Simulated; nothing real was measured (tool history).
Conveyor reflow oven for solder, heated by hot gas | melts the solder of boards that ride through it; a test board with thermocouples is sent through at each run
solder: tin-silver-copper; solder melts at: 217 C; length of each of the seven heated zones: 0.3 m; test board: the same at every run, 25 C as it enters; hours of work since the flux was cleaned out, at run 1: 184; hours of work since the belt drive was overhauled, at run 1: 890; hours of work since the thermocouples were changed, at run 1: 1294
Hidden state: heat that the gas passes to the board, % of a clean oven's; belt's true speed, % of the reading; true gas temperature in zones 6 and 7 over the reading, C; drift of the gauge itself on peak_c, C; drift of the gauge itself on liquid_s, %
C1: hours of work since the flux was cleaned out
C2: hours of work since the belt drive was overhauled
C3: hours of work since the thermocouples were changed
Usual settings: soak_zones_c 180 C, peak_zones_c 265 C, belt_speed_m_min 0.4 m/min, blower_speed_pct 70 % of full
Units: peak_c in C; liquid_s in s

{"run": 1, "hour": 0.0, "soak_zones_c": 180, "peak_zones_c": 265, "belt_speed_m_min": 0.4, "blower_speed_pct": 70, "C1": 184, "C2": 890, "C3": 1294, "peak_c": 251.1, "liquid_s": 70.4}
{"run": 2, "hour": 46.4, "soak_zones_c": 180, "peak_zones_c": 265, "belt_speed_m_min": 0.4, "blower_speed_pct": 70, "C1": 211, "C2": 918, "C3": 1322, "peak_c": 250.5, "liquid_s": 70.4}
{"hour": 92.7, "done": "thermocouples of zones 6 and 7 changed"}
{"run": 3, "hour": 98.8, "soak_zones_c": 180, "peak_zones_c": 265, "belt_speed_m_min": 0.4, "blower_speed_pct": 70, "C1": 242, "C2": 948, "C3": 4, "peak_c": 249.6, "liquid_s": 68.8}
{"run": 4, "hour": 133.9, "soak_zones_c": 180, "peak_zones_c": 265, "belt_speed_m_min": 0.4, "blower_speed_pct": 70, "C1": 263, "C2": 969, "C3": 25, "peak_c": 249.2, "liquid_s": 68.9}
{"run": 5, "hour": 176.9, "soak_zones_c": 180, "peak_zones_c": 265, "belt_speed_m_min": 0.4, "blower_speed_pct": 70, "C1": 288, "C2": 995, "C3": 50, "peak_c": 249, "liquid_s": 67.9}
{"run": 6, "hour": 225.7, "soak_zones_c": 180, "peak_zones_c": 268, "belt_speed_m_min": 0.4, "blower_speed_pct": 70, "C1": 318, "C2": 1024, "C3": 80, "peak_c": 251.4, "liquid_s": 70.2}
{"run": 7, "hour": 277.9, "soak_zones_c": 180, "peak_zones_c": 268, "belt_speed_m_min": 0.4, "blower_speed_pct": 70, "C1": 349, "C2": 1056, "C3": 111, "peak_c": 250.9, "liquid_s": 70.1}
{"run": 8, "hour": 318.5, "soak_zones_c": 180, "peak_zones_c": 268, "belt_speed_m_min": 0.4, "blower_speed_pct": 70, "C1": 373, "C2": 1080, "C3": 135, "peak_c": 251.1, "liquid_s": 69.3}
{"run": 9, "hour": 368.7, "soak_zones_c": 180, "peak_zones_c": 268, "belt_speed_m_min": 0.4, "blower_speed_pct": 70, "C1": 403, "C2": 1110, "C3": 165, "peak_c": 250.6, "liquid_s": 69.6}
{"run": 10, "hour": 403.6, "soak_zones_c": 180, "peak_zones_c": 265, "belt_speed_m_min": 0.4, "blower_speed_pct": 70, "C1": 424, "C2": 1131, "C3": 186, "peak_c": 247.9, "liquid_s": 66.5}
{"run": 11, "hour": 438.8, "soak_zones_c": 180, "peak_zones_c": 265, "belt_speed_m_min": 0.4, "blower_speed_pct": 70, "C1": 445, "C2": 1152, "C3": 207, "peak_c": 247.5, "liquid_s": 66.6}
{"hour": 477.2, "done": "flux residue cleaned out of gas plates and filters"}
{"run": 12, "hour": 499.2, "soak_zones_c": 180, "peak_zones_c": 265, "belt_speed_m_min": 0.4, "blower_speed_pct": 70, "C1": 13, "C2": 1185, "C3": 241, "peak_c": 251.5, "liquid_s": 72.6}
{"run": 13, "hour": 526.5, "soak_zones_c": 180, "peak_zones_c": 265, "belt_speed_m_min": 0.4, "blower_speed_pct": 70, "C1": 30, "C2": 1202, "C3": 257, "peak_c": 251.7, "liquid_s": 72.3}
{"run": 14, "hour": 554.7, "soak_zones_c": 180, "peak_zones_c": 265, "belt_speed_m_min": 0.4, "blower_speed_pct": 70, "C1": 46, "C2": 1219, "C3": 274, "peak_c": 251.8, "liquid_s": 72}
{"run": 15, "hour": 584.0, "soak_zones_c": 180, "peak_zones_c": 265, "belt_speed_m_min": 0.4, "blower_speed_pct": 70, "C1": 64, "C2": 1236, "C3": 291, "peak_c": 251.4, "liquid_s": 72}
{"run": 16, "hour": 611.2, "soak_zones_c": 190, "peak_zones_c": 265, "belt_speed_m_min": 0.4, "blower_speed_pct": 70, "C1": 80, "C2": 1252, "C3": 308, "peak_c": 253, "liquid_s": 78.2}
{"run": 17, "hour": 652.0, "soak_zones_c": 190, "peak_zones_c": 274, "belt_speed_m_min": 0.4, "blower_speed_pct": 70, "C1": 105, "C2": 1277, "C3": 332, "peak_c": 260.8, "liquid_s": 83.1}
{"run": 18, "hour": 676.4, "soak_zones_c": 190, "peak_zones_c": 274, "belt_speed_m_min": 0.4, "blower_speed_pct": 70, "C1": 119, "C2": 1291, "C3": 347, "peak_c": 260.7, "liquid_s": 83.2}
{"run": 19, "hour": 711.5, "soak_zones_c": 180, "peak_zones_c": 265, "belt_speed_m_min": 0.382, "blower_speed_pct": 70, "C1": 140, "C2": 1312, "C3": 368, "peak_c": 251.9, "liquid_s": 76.3}
{"run": 20, "hour": 767.0, "soak_zones_c": 180, "peak_zones_c": 272, "belt_speed_m_min": 0.4, "blower_speed_pct": 67, "C1": 174, "C2": 1346, "C3": 401, "peak_c": 255.8, "liquid_s": 75.5}
{"run": 21, "hour": 796.2, "soak_zones_c": 180, "peak_zones_c": 272, "belt_speed_m_min": 0.427, "blower_speed_pct": 67, "C1": 191, "C2": 1363, "C3": 418, "peak_c": 254.2, "liquid_s": 67.8}
{"run": 22, "hour": 835.2, "soak_zones_c": 177, "peak_zones_c": 265, "belt_speed_m_min": 0.4, "blower_speed_pct": 83, "C1": 214, "C2": 1387, "C3": 442, "peak_c": 251.8, "liquid_s": 70.8}
{"run": 23, "hour": 889.9, "soak_zones_c": 177, "peak_zones_c": 265, "belt_speed_m_min": 0.4, "blower_speed_pct": 83, "C1": 247, "C2": 1419, "C3": 475, "peak_c": 251.5, "liquid_s": 70.9}
{"run": 24, "hour": 934.9, "soak_zones_c": 177, "peak_zones_c": 265, "belt_speed_m_min": 0.4, "blower_speed_pct": 83, "C1": 274, "C2": 1446, "C3": 502, "peak_c": 251.1, "liquid_s": 70.1}
{"run": 25, "hour": 962.6, "soak_zones_c": 180, "peak_zones_c": 260, "belt_speed_m_min": 0.336, "blower_speed_pct": 70, "C1": 291, "C2": 1463, "C3": 518, "peak_c": 250.3, "liquid_s": 86.1}
{"run": 26, "hour": 1004.0, "soak_zones_c": 189, "peak_zones_c": 262, "belt_speed_m_min": 0.336, "blower_speed_pct": 70, "C1": 316, "C2": 1488, "C3": 543, "peak_c": 252.7, "liquid_s": 94.8}
{"run": 27, "hour": 1059.7, "soak_zones_c": 170, "peak_zones_c": 267, "belt_speed_m_min": 0.336, "blower_speed_pct": 70, "C1": 349, "C2": 1521, "C3": 576, "peak_c": 254.4, "liquid_s": 85}
{"run": 28, "hour": 1099.7, "soak_zones_c": 170, "peak_zones_c": 265, "belt_speed_m_min": 0.365, "blower_speed_pct": 70, "C1": 373, "C2": 1545, "C3": 600, "peak_c": 250.3, "liquid_s": 72.8}
{"run": 29, "hour": 1147.3, "soak_zones_c": 170, "peak_zones_c": 265, "belt_speed_m_min": 0.365, "blower_speed_pct": 70, "C1": 401, "C2": 1574, "C3": 629, "peak_c": 249.9, "liquid_s": 72.4}
{"run": 30, "hour": 1180.1, "soak_zones_c": 170, "peak_zones_c": 265, "belt_speed_m_min": 0.365, "blower_speed_pct": 70, "C1": 421, "C2": 1593, "C3": 648, "peak_c": 249.4, "liquid_s": 72.6}

The same runs without the tool's hidden state, with the same run-to-run variation:
run=1 peak_c=251.1 liquid_s=69.4
run=2 peak_c=250.8 liquid_s=69.6
run=3 peak_c=251.5 liquid_s=69.6
run=4 peak_c=251.4 liquid_s=69.9
run=5 peak_c=251.3 liquid_s=69.1
run=6 peak_c=254.1 liquid_s=71.4
run=7 peak_c=253.9 liquid_s=71.7
run=8 peak_c=254.2 liquid_s=71.1
run=9 peak_c=254.1 liquid_s=71.7
run=10 peak_c=251.4 liquid_s=69.2
run=11 peak_c=251.3 liquid_s=69.5
run=12 peak_c=250.8 liquid_s=69.6
run=13 peak_c=251.1 liquid_s=69.5
run=14 peak_c=251.3 liquid_s=69.4
run=15 peak_c=251.1 liquid_s=69.5
run=16 peak_c=252.9 liquid_s=75.7
run=17 peak_c=260.8 liquid_s=80.5
run=18 peak_c=260.8 liquid_s=80.7
run=19 peak_c=252.1 liquid_s=74.2
run=20 peak_c=256.4 liquid_s=73.6
run=21 peak_c=255.1 liquid_s=66.4
run=22 peak_c=252.9 liquid_s=69.7
run=23 peak_c=252.8 liquid_s=70.1
run=24 peak_c=252.7 liquid_s=69.6
run=25 peak_c=251.3 liquid_s=84.8
run=26 peak_c=253.8 liquid_s=92.9
run=27 peak_c=256.2 liquid_s=84.2
run=28 peak_c=252.6 liquid_s=73.2
run=29 peak_c=252.4 liquid_s=73.1
run=30 peak_c=252.1 liquid_s=73.5
